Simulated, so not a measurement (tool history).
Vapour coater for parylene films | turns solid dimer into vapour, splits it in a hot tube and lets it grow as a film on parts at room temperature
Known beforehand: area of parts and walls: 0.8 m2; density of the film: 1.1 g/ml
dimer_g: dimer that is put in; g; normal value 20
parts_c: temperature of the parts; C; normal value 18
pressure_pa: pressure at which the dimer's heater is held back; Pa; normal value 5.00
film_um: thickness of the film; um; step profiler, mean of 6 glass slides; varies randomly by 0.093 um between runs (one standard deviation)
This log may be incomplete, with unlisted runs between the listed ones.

Run 1, hour 0.0: usual settings. Result: film_um 10.51 um.
Run 2, hour 21.8: usual settings. Result: film_um 10.41 um.
Run 3, hour 44.0: usual settings but pressure_pa 2.73 Pa. Result: film_um 10.65 um.
Run 4, hour 56.6: usual settings but parts_c 16 C. Result: film_um 10.74 um.
At hour 72.5: trap's valve overhauled.
Run 5, hour 79.0: usual settings but parts_c 16 C. Result: film_um 11.77 um.
Run 6, hour 102.1: usual settings. Result: film_um 11.24 um.
Run 7, hour 124.1: usual settings but dimer_g 13 g. Result: film_um 7.17 um.
Run 8, hour 148.4: usual settings but dimer_g 13 g, pressure_pa 4.24 Pa. Result: film_um 7.26 um.
Run 9, hour 175.8: usual settings but parts_c 20 C. Result: film_um 10.51 um.
Run 10, hour 190.9: usual settings but parts_c 20 C. Result: film_um 10.47 um.
Run 11, hour 214.1: usual settings but parts_c 20 C. Result: film_um 10.37 um.
Run 12, hour 241.1: usual settings but parts_c 20 C. Result: film_um 10.13 um.
Run 13, hour 269.2: usual settings but parts_c 20 C. Result: film_um 10.16 um.
Run 14, hour 293.5: usual settings but parts_c 20 C. Result: film_um 10.03 um.
Run 15, hour 311.1: usual settings but parts_c 20 C. Result: film_um 9.94 um.
Run 16, hour 325.9: usual settings but dimer_g 18 g, parts_c 10 C, pressure_pa 7.03 Pa. Result: film_um 10.65 um.
Run 17, hour 341.2: usual settings but dimer_g 18 g, parts_c 10 C, pressure_pa 7.03 Pa. Result: film_um 10.88 um.
Run 18, hour 361.3: usual settings but dimer_g 9 g, parts_c 14 C, pressure_pa 3.80 Pa. Result: film_um 5.19 um.
At hour 371.0: trap's valve overhauled.
Run 19, hour 387.1: usual settings but dimer_g 9 g, parts_c 14 C, pressure_pa 3.80 Pa. Result: film_um 5.67 um.
Run 20, hour 402.3: usual settings but dimer_g 33 g, parts_c 16 C, pressure_pa 2.43 Pa. Result: film_um 20.27 um.
Run 21, hour 427.4: usual settings but dimer_g 19 g, parts_c 14 C, pressure_pa 3.18 Pa. Result: film_um 11.74 um.
Run 22, hour 452.1: usual settings but parts_c 20 C, pressure_pa 3.03 Pa. Result: film_um 10.82 um.
Run 23, hour 469.9: usual settings but parts_c 20 C, pressure_pa 3.03 Pa. Result: film_um 10.66 um.
Run 24, hour 496.2: usual settings but parts_c 20 C, pressure_pa 3.03 Pa. Result: film_um 10.85 um.
Run 25, hour 521.2: usual settings but pressure_pa 4.07 Pa. Result: film_um 10.63 um.
Run 26, hour 548.2: usual settings but dimer_g 14 g, parts_c 30 C, pressure_pa 9.55 Pa. Result: film_um 5.39 um.

5 ways to go on from here, each from the tool as it stands after run 26. What would each give?
Run A, hour 560.1: usual settings but dimer_g 19 g, parts_c 16 C, pressure_pa 5.65 Pa. Result: film_um ?.
Run B, hour 560.1: usual settings but dimer_g 13 g, parts_c 23 C, pressure_pa 6.97 Pa. Result: film_um ?.
Run C, hour 560.1: usual settings but pressure_pa 2.04 Pa. Result: film_um ?.
Run D, hour 560.1: usual settings but dimer_g 18 g, parts_c 13 C, pressure_pa 2.99 Pa. Result: film_um ?.
Run E, hour 560.1: usual settings but dimer_g 27 g, parts_c 26 C, pressure_pa 9.55 Pa. Result: film_um ?.

run  film_um
  A    10.26
  B     6.05
  C    11.20
  D    11.07
  E    11.44
Stripped of hidden state, with their random variation kept, the same runs would have yielded:
run  film_um
  A    11.10
  B     6.54
  C    12.11
  D    11.97
  E    12.37

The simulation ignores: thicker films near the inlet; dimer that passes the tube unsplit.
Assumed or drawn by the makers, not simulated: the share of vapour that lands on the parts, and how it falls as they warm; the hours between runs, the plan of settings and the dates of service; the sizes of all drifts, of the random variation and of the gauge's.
